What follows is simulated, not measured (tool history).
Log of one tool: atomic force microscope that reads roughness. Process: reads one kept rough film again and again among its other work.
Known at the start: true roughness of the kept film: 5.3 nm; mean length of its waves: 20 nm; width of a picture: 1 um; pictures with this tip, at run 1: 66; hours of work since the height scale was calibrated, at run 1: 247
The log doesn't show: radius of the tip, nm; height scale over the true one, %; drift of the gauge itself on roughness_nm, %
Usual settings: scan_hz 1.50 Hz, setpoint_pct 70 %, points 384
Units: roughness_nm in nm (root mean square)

run	hour	scan_hz	setpoint_pct	points	pictures with this tip	hours of work since the height scale was calibrated	roughness_nm
1	0.0	1.50	70	384	66	247	2.782
2	6.8	1.50	89	384	78	252	2.612
3	18.2	1.50	89	384	96	260	2.517
4	26.6	1.50	70	384	110	266	2.563
5	35.8	1.50	70	384	124	273	2.495
6	43.9	1.50	70	384	137	278	2.439
7	49.8	1.50	70	384	147	283	2.386
8	57.6	1.50	70	384	160	288	2.346
9	66.3	1.50	70	384	174	295	2.300
10	76.7	1.50	70	384	191	302	2.238
# hour 81.9: new tip fitted
11	87.6	1.50	77	384	9	310	3.209
12	96.0	1.50	77	384	23	316	3.145
13	106.6	1.50	70	412	40	323	3.073
14	112.1	1.50	70	412	49	327	3.001
15	120.5	1.50	70	693	63	333	2.958
16	128.0	1.50	70	693	75	339	2.885
17	132.7	1.50	70	384	83	342	2.798
18	139.8	1.50	70	384	94	347	2.725
19	148.3	1.50	70	384	108	353	2.649
20	153.2	1.50	70	384	116	357	2.623
21	162.6	1.50	70	384	131	364	2.552
22	170.9	1.50	70	384	144	370	2.488
23	181.7	1.50	70	384	162	377	2.385
24	190.7	1.50	70	384	176	384	2.358
25	200.6	1.50	70	384	193	391	2.275
# hour 204.5: new tip fitted
26	209.0	1.50	70	384	7	397	3.214
27	214.7	1.79	66	633	17	401	3.165
28	221.0	1.79	66	633	27	405	3.135
29	230.3	1.50	70	327	42	412	2.976
30	237.0	1.50	80	872	53	417	2.928
31	248.2	1.50	80	872	71	425	2.811
32	258.4	3.71	70	384	87	432	2.629
33	266.8	3.46	68	281	101	438	2.541
34	276.5	2.19	69	314	117	445	2.525
35	286.7	1.50	74	280	133	453	2.455
36	297.5	1.50	74	280	151	461	2.374
37	305.0	1.50	74	280	163	466	2.342
38	314.9	1.50	70	341	179	473	2.321
39	326.0	0.99	70	498	197	481	2.292
# hour 327.0: new tip fitted
40	331.9	2.28	83	418	8	485	3.090
41	337.5	2.28	83	418	17	489	3.021
42	343.9	2.28	83	418	27	494	2.959
43	352.4	2.08	66	291	41	500	2.980
44	361.3	2.08	66	291	55	506	2.889
45	366.3	2.08	66	291	63	510	2.843
46	376.0	2.08	66	291	79	517	2.760
47	385.8	1.82	70	785	95	524	2.723
48	391.5	0.84	61	364	104	528	2.707
49	396.9	0.84	78	260	113	532	2.592
50	404.3	0.84	78	260	125	537	2.527
51	414.9	1.50	70	582	142	545	2.526
52	419.8	0.62	70	268	150	548	2.471

Forecast each of these 3 alternatives for the next run:
A	429.4	3.32	76	382	166	555	?
B	429.4	0.62	70	404	166	555	?
C	429.4	0.53	69	279	166	555	?

run	roughness_nm
A	2.287
B	2.437
C	2.404
Without the tool's hidden state the same runs would have given:
run	roughness_nm
A	3.175
B	3.384
C	3.337

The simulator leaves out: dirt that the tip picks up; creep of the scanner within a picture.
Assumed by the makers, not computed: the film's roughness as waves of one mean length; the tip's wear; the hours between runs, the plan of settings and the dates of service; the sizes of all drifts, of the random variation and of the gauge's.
